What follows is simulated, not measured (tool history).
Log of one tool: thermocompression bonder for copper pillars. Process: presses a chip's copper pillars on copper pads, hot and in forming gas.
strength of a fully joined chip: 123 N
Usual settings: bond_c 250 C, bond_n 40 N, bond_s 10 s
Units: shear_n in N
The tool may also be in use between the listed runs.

{"run": 1, "hour": 0.0, "bond_c": 250, "bond_n": 40, "bond_s": 10, "shear_n": 64.4}
{"run": 2, "hour": 7.4, "bond_c": 250, "bond_n": 40, "bond_s": 24, "shear_n": 83.4}
{"run": 3, "hour": 13.9, "bond_c": 250, "bond_n": 40, "bond_s": 10, "shear_n": 64.3}
{"run": 4, "hour": 23.0, "bond_c": 266, "bond_n": 40, "bond_s": 10, "shear_n": 76.3}
{"run": 5, "hour": 28.1, "bond_c": 266, "bond_n": 40, "bond_s": 10, "shear_n": 76.3}
{"run": 6, "hour": 37.2, "bond_c": 266, "bond_n": 40, "bond_s": 10, "shear_n": 76.6}
{"hour": 38.4, "done": "forming gas filter changed"}
{"run": 7, "hour": 42.6, "bond_c": 250, "bond_n": 40, "bond_s": 7, "shear_n": 59.1}
{"run": 8, "hour": 49.5, "bond_c": 250, "bond_n": 40, "bond_s": 7, "shear_n": 60.0}
{"run": 9, "hour": 58.3, "bond_c": 250, "bond_n": 40, "bond_s": 10, "shear_n": 67.5}
{"run": 10, "hour": 68.1, "bond_c": 250, "bond_n": 34, "bond_s": 10, "shear_n": 56.9}
{"run": 11, "hour": 72.9, "bond_c": 237, "bond_n": 40, "bond_s": 10, "shear_n": 56.0}
{"run": 12, "hour": 78.6, "bond_c": 237, "bond_n": 40, "bond_s": 10, "shear_n": 56.0}
{"run": 13, "hour": 86.4, "bond_c": 237, "bond_n": 40, "bond_s": 10, "shear_n": 55.6}
{"run": 14, "hour": 91.3, "bond_c": 238, "bond_n": 40, "bond_s": 10, "shear_n": 57.1}
{"run": 15, "hour": 100.9, "bond_c": 238, "bond_n": 40, "bond_s": 10, "shear_n": 57.0}
{"run": 16, "hour": 110.0, "bond_c": 250, "bond_n": 40, "bond_s": 10, "shear_n": 66.9}
{"run": 17, "hour": 114.7, "bond_c": 250, "bond_n": 40, "bond_s": 6, "shear_n": 56.7}
{"run": 18, "hour": 123.6, "bond_c": 250, "bond_n": 40, "bond_s": 6, "shear_n": 55.9}
{"run": 19, "hour": 131.9, "bond_c": 250, "bond_n": 40, "bond_s": 6, "shear_n": 55.7}
{"run": 20, "hour": 140.6, "bond_c": 250, "bond_n": 40, "bond_s": 6, "shear_n": 56.2}
{"run": 21, "hour": 147.5, "bond_c": 250, "bond_n": 26, "bond_s": 6, "shear_n": 34.1}
{"run": 22, "hour": 152.3, "bond_c": 250, "bond_n": 28, "bond_s": 8, "shear_n": 43.0}
{"run": 23, "hour": 160.3, "bond_c": 250, "bond_n": 25, "bond_s": 10, "shear_n": 40.9}
{"run": 24, "hour": 165.7, "bond_c": 220, "bond_n": 31, "bond_s": 6, "shear_n": 26.0}
{"run": 25, "hour": 172.1, "bond_c": 222, "bond_n": 33, "bond_s": 25, "shear_n": 51.9}
{"run": 26, "hour": 180.0, "bond_c": 222, "bond_n": 33, "bond_s": 25, "shear_n": 51.4}
{"run": 27, "hour": 186.4, "bond_c": 270, "bond_n": 60, "bond_s": 7, "shear_n": 100.1}
{"run": 28, "hour": 192.1, "bond_c": 248, "bond_n": 36, "bond_s": 10, "shear_n": 58.9}
{"run": 29, "hour": 199.4, "bond_c": 257, "bond_n": 29, "bond_s": 10, "shear_n": 53.2}
{"run": 30, "hour": 203.5, "bond_c": 234, "bond_n": 60, "bond_s": 13, "shear_n": 84.3}
{"run": 31, "hour": 208.5, "bond_c": 234, "bond_n": 60, "bond_s": 13, "shear_n": 84.8}
{"run": 32, "hour": 218.0, "bond_c": 249, "bond_n": 56, "bond_s": 6, "shear_n": 75.1}
{"run": 33, "hour": 227.7, "bond_c": 251, "bond_n": 57, "bond_s": 22, "shear_n": 104.6}
{"run": 34, "hour": 236.1, "bond_c": 250, "bond_n": 53, "bond_s": 7, "shear_n": 77.7}
{"run": 35, "hour": 241.5, "bond_c": 250, "bond_n": 53, "bond_s": 7, "shear_n": 76.7}
{"run": 36, "hour": 246.9, "bond_c": 226, "bond_n": 46, "bond_s": 6, "shear_n": 45.2}
{"run": 37, "hour": 251.3, "bond_c": 226, "bond_n": 46, "bond_s": 6, "shear_n": 45.1}
{"run": 38, "hour": 259.8, "bond_c": 264, "bond_n": 27, "bond_s": 6, "shear_n": 44.2}
{"run": 39, "hour": 266.1, "bond_c": 264, "bond_n": 27, "bond_s": 6, "shear_n": 44.0}
{"run": 40, "hour": 272.1, "bond_c": 234, "bond_n": 34, "bond_s": 14, "shear_n": 50.8}

4 ways to go on from here, each from the tool as it stands after run 40. What would each give?
{"run": "A", "hour": 277.4, "bond_c": 225, "bond_n": 34, "bond_s": 14, "shear_n": "?"}
{"run": "B", "hour": 277.4, "bond_c": 229, "bond_n": 34, "bond_s": 14, "shear_n": "?"}
{"run": "C", "hour": 277.4, "bond_c": 244, "bond_n": 40, "bond_s": 12, "shear_n": "?"}
{"run": "D", "hour": 277.4, "bond_c": 247, "bond_n": 59, "bond_s": 7, "shear_n": "?"}

run=A shear_n=44.0
run=B shear_n=47.1
run=C shear_n=66.1
run=D shear_n=80.1
Without the tool's hidden state the same runs would have given:
run=A shear_n=43.2
run=B shear_n=46.2
run=C shear_n=65.3
run=D shear_n=79.6
